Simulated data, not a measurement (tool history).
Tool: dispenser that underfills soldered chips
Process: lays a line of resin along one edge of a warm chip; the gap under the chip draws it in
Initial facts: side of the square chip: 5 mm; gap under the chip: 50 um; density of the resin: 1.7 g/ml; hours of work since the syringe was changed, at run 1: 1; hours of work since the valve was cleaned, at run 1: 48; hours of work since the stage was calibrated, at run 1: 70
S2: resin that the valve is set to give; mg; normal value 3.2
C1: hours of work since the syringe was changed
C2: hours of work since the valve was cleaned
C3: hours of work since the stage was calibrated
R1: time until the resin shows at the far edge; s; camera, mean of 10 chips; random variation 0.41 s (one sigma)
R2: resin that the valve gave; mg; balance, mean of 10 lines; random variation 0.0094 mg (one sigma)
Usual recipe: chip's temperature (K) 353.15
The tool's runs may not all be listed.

{"run": 1, "hour": 0.0, "chip's temperature (K)": 353.15, "S2": 3.2, "C1": 1, "C2": 48, "C3": 70, "R1": 29, "R2": 3.137}
{"hour": 9.2, "done": "new syringe of resin"}
{"run": 2, "hour": 10.6, "chip's temperature (K)": 353.15, "S2": 3.2, "C1": 1, "C2": 56, "C3": 78, "R1": 29.2, "R2": 3.13}
{"run": 3, "hour": 17.1, "chip's temperature (K)": 354.15, "S2": 3.2, "C1": 6, "C2": 61, "C3": 83, "R1": 39.7, "R2": 3.127}
{"hour": 19.4, "done": "new syringe of resin"}
{"run": 4, "hour": 26.1, "chip's temperature (K)": 354.15, "S2": 3.2, "C1": 5, "C2": 68, "C3": 90, "R1": 38.1, "R2": 3.125}
{"hour": 29.6, "done": "new syringe of resin"}
{"run": 5, "hour": 34.3, "chip's temperature (K)": 353.15, "S2": 3.2, "C1": 4, "C2": 74, "C3": 96, "R1": 34.2, "R2": 3.123}
{"hour": 39.8, "done": "new syringe of resin"}
{"run": 6, "hour": 42.7, "chip's temperature (K)": 353.15, "S2": 3.2, "C1": 2, "C2": 80, "C3": 102, "R1": 31.7, "R2": 3.081}
{"hour": 50.1, "done": "new syringe of resin"}
{"run": 7, "hour": 53.5, "chip's temperature (K)": 353.15, "S2": 3.36, "C1": 3, "C2": 88, "C3": 110, "R1": 32.7, "R2": 3.244}
{"run": 8, "hour": 59.2, "chip's temperature (K)": 353.15, "S2": 3.36, "C1": 7, "C2": 93, "C3": 115, "R1": 45, "R2": 3.226}
{"hour": 60.2, "done": "new syringe of resin"}
{"run": 9, "hour": 66.8, "chip's temperature (K)": 348.15, "S2": 3.11, "C1": 5, "C2": 98, "C3": 120, "R1": 47.3, "R2": 2.997}
{"hour": 70.6, "done": "new syringe of resin"}
{"run": 10, "hour": 75.7, "chip's temperature (K)": 341.15, "S2": 3.52, "C1": 4, "C2": 105, "C3": 127, "R1": 55.5, "R2": 3.377}
{"hour": 80.5, "done": "new syringe of resin"}
{"run": 11, "hour": 83.4, "chip's temperature (K)": 340.15, "S2": 3.48, "C1": 2, "C2": 111, "C3": 133, "R1": 51, "R2": 3.316}

The next listed run, before its measurement:
{"hour": 90.8, "done": "new syringe of resin"}
{"run": 12, "hour": 93.1, "chip's temperature (K)": 348.15, "S2": 3.26, "C1": 2, "C2": 118, "C3": 140, "R1": "?", "R2": "?"}

R1: 36.9 s
R2: 3.107 mg
Had the tool carried no hidden state, the very same run would have given R1 33.6 s, R2 3.263 mg.
